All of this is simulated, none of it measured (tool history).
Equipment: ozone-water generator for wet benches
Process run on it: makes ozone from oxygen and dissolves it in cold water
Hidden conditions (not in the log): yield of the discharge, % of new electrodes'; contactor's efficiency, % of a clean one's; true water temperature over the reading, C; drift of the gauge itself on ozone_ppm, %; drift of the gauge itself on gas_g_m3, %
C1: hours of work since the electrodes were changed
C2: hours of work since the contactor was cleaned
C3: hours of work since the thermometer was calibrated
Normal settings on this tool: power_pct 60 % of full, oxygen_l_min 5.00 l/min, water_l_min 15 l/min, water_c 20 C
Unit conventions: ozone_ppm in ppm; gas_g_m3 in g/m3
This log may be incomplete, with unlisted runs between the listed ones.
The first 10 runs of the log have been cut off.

run 11 hour=249.6 | power_pct=60 oxygen_l_min=5.00 water_l_min=15 water_c=20 | C1=585 C2=5646 C3=2117 | ozone_ppm=17.3 gas_g_m3=164.1
run 12 hour=279.8 | power_pct=60 oxygen_l_min=5.00 water_l_min=10 water_c=20 | C1=609 C2=5669 C3=2141 | ozone_ppm=22.5 gas_g_m3=165.0
run 13 hour=303.5 | power_pct=60 oxygen_l_min=5.00 water_l_min=15 water_c=12 | C1=627 C2=5688 C3=2159 | ozone_ppm=19.6 gas_g_m3=163.7
run 14 hour=327.5 | power_pct=45 oxygen_l_min=5.00 water_l_min=15 water_c=20 | C1=646 C2=5706 C3=2177 | ozone_ppm=14.9 gas_g_m3=137.8
run 15 hour=356.2 | power_pct=60 oxygen_l_min=5.00 water_l_min=15 water_c=20 | C1=668 C2=5728 C3=2200 | ozone_ppm=17.6 gas_g_m3=165.3
run 16 hour=383.2 | power_pct=60 oxygen_l_min=3.39 water_l_min=15 water_c=20 | C1=689 C2=5749 C3=2220 | ozone_ppm=18.8 gas_g_m3=215.2
run 17 hour=411.9 | power_pct=62 oxygen_l_min=5.39 water_l_min=22 water_c=19 | C1=711 C2=5771 C3=2242 | ozone_ppm=13.4 gas_g_m3=157.9
run 18 hour=425.9 | power_pct=62 oxygen_l_min=5.39 water_l_min=22 water_c=19 | C1=721 C2=5782 C3=2253 | ozone_ppm=13.6 gas_g_m3=159.2
run 19 hour=451.7 | power_pct=65 oxygen_l_min=5.00 water_l_min=11 water_c=20 | C1=741 C2=5802 C3=2273 | ozone_ppm=22.2 gas_g_m3=170.8
run 20 hour=480.6 | power_pct=100 oxygen_l_min=7.82 water_l_min=16 water_c=12 | C1=764 C2=5824 C3=2296 | ozone_ppm=23.1 gas_g_m3=161.1
run 21 hour=497.0 | power_pct=45 oxygen_l_min=2.76 water_l_min=11 water_c=14 | C1=776 C2=5837 C3=2308 | ozone_ppm=22.3 gas_g_m3=210.7
run 22 hour=531.2 | power_pct=45 oxygen_l_min=2.76 water_l_min=11 water_c=14 | C1=803 C2=5864 C3=2335 | ozone_ppm=22.6 gas_g_m3=206.8
-- hour=537.5 contactor cleaned
run 23 hour=555.7 | power_pct=50 oxygen_l_min=5.00 water_l_min=15 water_c=13 | C1=819 C2=14 C3=2350 | ozone_ppm=17.0 gas_g_m3=147.3
run 24 hour=587.8 | power_pct=47 oxygen_l_min=5.45 water_l_min=24 water_c=19 | C1=843 C2=39 C3=2375 | ozone_ppm=10.3 gas_g_m3=133.0
run 25 hour=611.6 | power_pct=47 oxygen_l_min=5.45 water_l_min=24 water_c=19 | C1=862 C2=57 C3=2394 | ozone_ppm=10.4 gas_g_m3=132.7
-- hour=627.8 contactor cleaned, once more
run 26 hour=648.6 | power_pct=97 oxygen_l_min=5.45 water_l_min=24 water_c=25 | C1=887 C2=16 C3=2419 | ozone_ppm=15.6 gas_g_m3=203.1
run 27 hour=667.0 | power_pct=61 oxygen_l_min=5.45 water_l_min=10 water_c=23 | C1=901 C2=30 C3=2433 | ozone_ppm=21.7 gas_g_m3=155.9
run 28 hour=681.1 | power_pct=68 oxygen_l_min=5.00 water_l_min=15 water_c=19 | C1=912 C2=41 C3=2444 | ozone_ppm=19.6 gas_g_m3=175.8
run 29 hour=701.5 | power_pct=60 oxygen_l_min=5.21 water_l_min=20 water_c=14 | C1=928 C2=57 C3=2460 | ozone_ppm=15.8 gas_g_m3=158.7
run 30 hour=728.5 | power_pct=60 oxygen_l_min=4.53 water_l_min=20 water_c=18 | C1=949 C2=78 C3=2481 | ozone_ppm=15.3 gas_g_m3=175.3
run 31 hour=744.4 | power_pct=60 oxygen_l_min=4.53 water_l_min=13 water_c=18 | C1=961 C2=90 C3=2493 | ozone_ppm=21.2 gas_g_m3=173.9
run 32 hour=775.5 | power_pct=60 oxygen_l_min=6.03 water_l_min=13 water_c=18 | C1=985 C2=114 C3=2517 | ozone_ppm=19.4 gas_g_m3=143.5

What if the next run were any one of these 5? Each begins from the tool's condition after run 32:
run A hour=799.9 | power_pct=72 oxygen_l_min=6.03 water_l_min=13 water_c=18 | C1=1004 C2=133 C3=2536 | ozone_ppm=? gas_g_m3=?
run B hour=799.9 | power_pct=60 oxygen_l_min=6.03 water_l_min=13 water_c=13 | C1=1004 C2=133 C3=2536 | ozone_ppm=? gas_g_m3=?
run C hour=799.9 | power_pct=60 oxygen_l_min=6.03 water_l_min=13 water_c=20 | C1=1004 C2=133 C3=2536 | ozone_ppm=? gas_g_m3=?
run D hour=799.9 | power_pct=60 oxygen_l_min=4.36 water_l_min=23 water_c=18 | C1=1004 C2=133 C3=2536 | ozone_ppm=? gas_g_m3=?
run E hour=799.9 | power_pct=77 oxygen_l_min=6.03 water_l_min=23 water_c=20 | C1=1004 C2=133 C3=2536 | ozone_ppm=? gas_g_m3=?

run=A ozone_ppm=21.9 gas_g_m3=159.5
run=B ozone_ppm=21.6 gas_g_m3=143.6
run=C ozone_ppm=18.8 gas_g_m3=142.9
run=D ozone_ppm=13.5 gas_g_m3=177.5
run=E ozone_ppm=14.6 gas_g_m3=166.4
Take away the tool's hidden state, keep each run's random variation, and the runs would have read:
run=A ozone_ppm=22.6 gas_g_m3=162.5
run=B ozone_ppm=22.1 gas_g_m3=146.0
run=C ozone_ppm=19.3 gas_g_m3=145.3
run=D ozone_ppm=13.8 gas_g_m3=180.4
run=E ozone_ppm=15.0 gas_g_m3=169.6
